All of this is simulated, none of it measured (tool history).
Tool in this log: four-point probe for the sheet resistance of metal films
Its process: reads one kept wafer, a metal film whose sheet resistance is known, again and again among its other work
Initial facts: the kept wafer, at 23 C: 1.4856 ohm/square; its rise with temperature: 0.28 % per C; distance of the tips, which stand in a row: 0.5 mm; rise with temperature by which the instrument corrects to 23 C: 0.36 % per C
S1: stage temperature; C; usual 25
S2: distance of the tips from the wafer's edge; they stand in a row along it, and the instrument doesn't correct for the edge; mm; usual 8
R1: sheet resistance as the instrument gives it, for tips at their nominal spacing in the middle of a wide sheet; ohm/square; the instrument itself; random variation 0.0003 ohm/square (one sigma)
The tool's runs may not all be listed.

run	day	S1	S2	R1
1	0.000	25	8	1.494562
2	2.692	20	8	1.500989
3	6.812	26	8	1.493629
# day 8.050: stage's thermometer calibrated
4	8.975	25	26	1.492801
5	12.996	25	26	1.492731
6	16.408	25	26	1.493438
# day 18.754: stage's thermometer calibrated, once more
7	18.754	25	8	1.492474
8	20.979	25	8	1.492757
9	23.650	24	8	1.494257
10	28.054	19	8	1.499664
11	30.267	19	6	1.502808
12	32.238	24	8	1.494136
13	35.092	24	8	1.494560
14	38.933	26	4	1.501873
15	43.358	27	3	1.510390
16	46.108	20	15	1.497532
17	49.850	20	15	1.498248
18	51.962	20	15	1.497440
19	54.967	22	4	1.507314
20	57.733	22	4	1.507861
21	60.425	22	29	1.495577
22	63.288	22	29	1.495598
23	66.338	23	21	1.494273
24	70.025	28	56	1.488538

Here are 5 independent what-if runs from the current tool condition. What would each one return?
A	74.738	25	16	?
B	74.738	28	27	?
C	74.738	31	4	?
D	74.738	26	14	?
E	74.738	33	4	?

run	R1
A	1.493224
B	1.488569
C	1.496996
D	1.491913
E	1.494871
Without the tool's hidden state the same runs would have given:
run	R1
A	1.484328
B	1.479709
C	1.488099
D	1.483027
E	1.485992
